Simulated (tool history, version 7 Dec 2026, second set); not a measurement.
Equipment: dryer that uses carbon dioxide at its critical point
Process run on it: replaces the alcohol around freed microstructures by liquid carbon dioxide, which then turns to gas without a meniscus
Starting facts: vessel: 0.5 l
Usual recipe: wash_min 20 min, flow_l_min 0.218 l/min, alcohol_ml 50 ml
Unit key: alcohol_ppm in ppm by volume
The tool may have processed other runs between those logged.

run   hour  wash_min  flow_l_min  alcohol_ml  alcohol_ppm
  1    0.0        20       0.218          50          110
  2   22.7        20       0.218          50          109
  3   63.1        20       0.218          50          115
  4  114.4        20       0.218          50          121
  5  140.4        20       0.218          50          131
  6  186.0        20       0.218          50          127
  7  213.2        20       0.218          50          128
  8  248.5        20       0.218          45          117
  9  277.2        17       0.337          50           43
 10  319.1        20       0.135          61         1679
 11  356.6        20       0.135          61         1714

Consider 4 possible next runs. They are alternatives, not a sequence: every one starts from the tool as it was left by run 11. What does each give?
  A  404.1        20       0.249          61            ?
  B  404.1        20       0.348          61            ?
  C  404.1        25       0.156          61            ?
  D  404.1        23       0.145         120            ?

run  alcohol_ppm
  A           80
  B           41
  C          279
  D         1257
With no hidden state in the tool, these same runs would have given:
run  alcohol_ppm
  A           39
  B           10
  C          207
  D         1050

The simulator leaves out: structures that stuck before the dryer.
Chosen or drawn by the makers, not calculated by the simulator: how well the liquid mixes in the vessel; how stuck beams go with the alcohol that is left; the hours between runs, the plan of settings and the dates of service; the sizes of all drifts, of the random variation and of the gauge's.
